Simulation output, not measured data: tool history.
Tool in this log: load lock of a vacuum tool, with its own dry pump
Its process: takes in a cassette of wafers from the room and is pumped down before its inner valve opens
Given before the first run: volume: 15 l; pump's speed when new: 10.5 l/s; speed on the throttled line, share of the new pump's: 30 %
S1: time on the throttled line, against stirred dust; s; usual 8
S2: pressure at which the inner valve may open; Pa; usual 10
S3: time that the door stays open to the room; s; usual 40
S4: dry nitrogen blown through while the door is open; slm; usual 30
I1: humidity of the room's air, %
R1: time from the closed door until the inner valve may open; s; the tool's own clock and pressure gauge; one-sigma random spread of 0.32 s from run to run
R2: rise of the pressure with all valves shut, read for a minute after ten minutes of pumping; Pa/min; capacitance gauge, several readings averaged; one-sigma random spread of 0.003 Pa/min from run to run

{"run": 1, "hour": 0.0, "S1": 8, "S2": 10, "S3": 40, "S4": 30, "I1": 43.7, "R1": 19.4, "R2": 0.052}
{"run": 2, "hour": 329.9, "S1": 8, "S2": 10, "S3": 40, "S4": 30, "I1": 43.8, "R1": 19.2, "R2": 0.051}
{"run": 3, "hour": 639.4, "S1": 8, "S2": 10, "S3": 40, "S4": 30, "I1": 43.8, "R1": 19.4, "R2": 0.052}
{"run": 4, "hour": 992.5, "S1": 6, "S2": 10, "S3": 40, "S4": 30, "I1": 44.8, "R1": 17.9, "R2": 0.048}
{"run": 5, "hour": 1287.8, "S1": 6, "S2": 10, "S3": 40, "S4": 30, "I1": 43.3, "R1": 18.1, "R2": 0.055}
{"run": 6, "hour": 1611.3, "S1": 6, "S2": 10, "S3": 40, "S4": 30, "I1": 45.7, "R1": 18.2, "R2": 0.058}
{"run": 7, "hour": 1959.1, "S1": 6, "S2": 10, "S3": 40, "S4": 30, "I1": 40.7, "R1": 18.3, "R2": 0.06}
{"run": 8, "hour": 2234.9, "S1": 8, "S2": 18, "S3": 40, "S4": 30, "I1": 43.5, "R1": 18.9, "R2": 0.061}
{"run": 9, "hour": 2433.6, "S1": 8, "S2": 18, "S3": 40, "S4": 5, "I1": 45.8, "R1": 18.4, "R2": 0.08}
{"run": 10, "hour": 2647.0, "S1": 4, "S2": 18, "S3": 29, "S4": 13, "I1": 48.3, "R1": 16.0, "R2": 0.071}
{"run": 11, "hour": 2979.8, "S1": 4, "S2": 18, "S3": 29, "S4": 13, "I1": 44.9, "R1": 15.8, "R2": 0.064}
{"run": 12, "hour": 3275.3, "S1": 8, "S2": 12, "S3": 162, "S4": 19, "I1": 43.7, "R1": 19.2, "R2": 0.101}

Forecast run 13:
{"run": 13, "hour": 3574.6, "S1": 5, "S2": 9, "S3": 40, "S4": 12, "I1": 48.3, "R1": "?", "R2": "?"}

R1: 17.8 s
R2: 0.080 Pa/min
If the tool had no hidden condition, the same run with the same run-to-run variation would have returned R1 16.7 s, R2 0.048 Pa/min.
